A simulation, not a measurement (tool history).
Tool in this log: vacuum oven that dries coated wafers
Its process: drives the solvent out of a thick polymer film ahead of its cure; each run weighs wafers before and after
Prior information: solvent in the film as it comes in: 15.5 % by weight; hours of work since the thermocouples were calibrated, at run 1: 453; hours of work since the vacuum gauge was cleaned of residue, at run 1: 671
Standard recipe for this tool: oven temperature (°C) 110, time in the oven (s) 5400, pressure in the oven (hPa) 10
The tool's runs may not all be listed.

run,day,oven temperature (°C),time in the oven (s),pressure in the oven (hPa),hours of work since the thermocouples were calibrated,hours of work since the vacuum gauge was cleaned of residue,solvent left in the film (%)
1,0,110,5400,10,453,671,1.306
2,1.425,110,5400,10,469,687,1.313
3,3.042,110,5400,10,488,706,1.314
4,4.588,110,5400,10,506,724,1.318
5,5.454,110,5400,10,517,735,1.298
6,7.038,110,5400,10,535,753,1.305
7,8.338,110,5400,10,550,768,1.316
8,10.021,110,5400,10,570,788,1.329
9,11.467,110,5400,10,587,805,1.319
10,12.642,110,5400,10,601,819,1.324
11,13.854,110,5400,10,615,833,1.32
12,15.033,110,3240,10,629,847,2.508
13,16.242,95,3240,10,643,861,5.319
14,17.579,110,5400,10,659,877,1.319
15,18.375,110,5400,10,668,886,1.321
16,19.283,110,5400,10,679,897,1.338
17,20.1,110,5400,10,689,907,1.334
18,20.912,110,5400,10,698,916,1.334
19,22.388,110,5400,10,716,934,1.325
20,23.617,110,5400,10,730,948,1.338
# day 23.788: oven's thermocouples calibrated
21,24.442,104,5400,10,8,957,1.892
22,25.275,117,5400,10,18,967,0.873
23,26.054,99,4860,7.3,27,976,2.672
24,27.392,99,4860,7.3,42,991,2.666
# day 27.875: oven's thermocouples calibrated, once more
25,28.446,99,4860,7.3,7,1003,3.039
26,29.208,100,2880,16.5,16,1012,5.503
27,29.933,100,4680,18,24,1020,3.858
28,31.458,119,2820,13.7,42,1038,2.076
29,33.179,112,5700,13.7,62,1058,1.466
# day 33.662: vacuum gauge cleaned of residue and calibrated
30,34.554,112,5700,13.7,78,10,1.158
31,35.429,122,5400,36.2,88,21,1.671
32,36.2,115,5400,34.3,97,30,2.135
33,37.404,96,4800,5.2,111,44,2.949
34,38.2,97,5400,10,121,53,2.804
35,39.829,110,5400,11.7,140,72,1.284
36,41.329,110,3600,18.8,157,90,2.609
37,42.292,110,8280,6,169,101,0.517
38,43.608,104,4140,16.5,184,117,3.01
39,44.742,104,4140,16.5,197,130,2.991
40,45.454,104,4140,16.5,206,139,2.995
41,46.342,104,4140,16.5,216,149,3.002
42,47.875,111,3180,8.1,234,167,2.237
43,49.325,117,5640,32.8,251,184,1.854
44,50.308,125,5640,7,263,196,0.339

Predict each of these 3 candidate next runs independently; none follows another, all start after run 44:
A,51.192,125,9240,7,273,206,?
B,51.192,108,5640,7,273,206,?
C,51.192,110,5400,6.6,273,206,?

run,solvent left in the film (%)
A,0.315
B,1.064
C,0.961
Without the tool's hidden state the same runs would have given:
run,solvent left in the film (%)
A,0.283
B,1.046
C,0.943
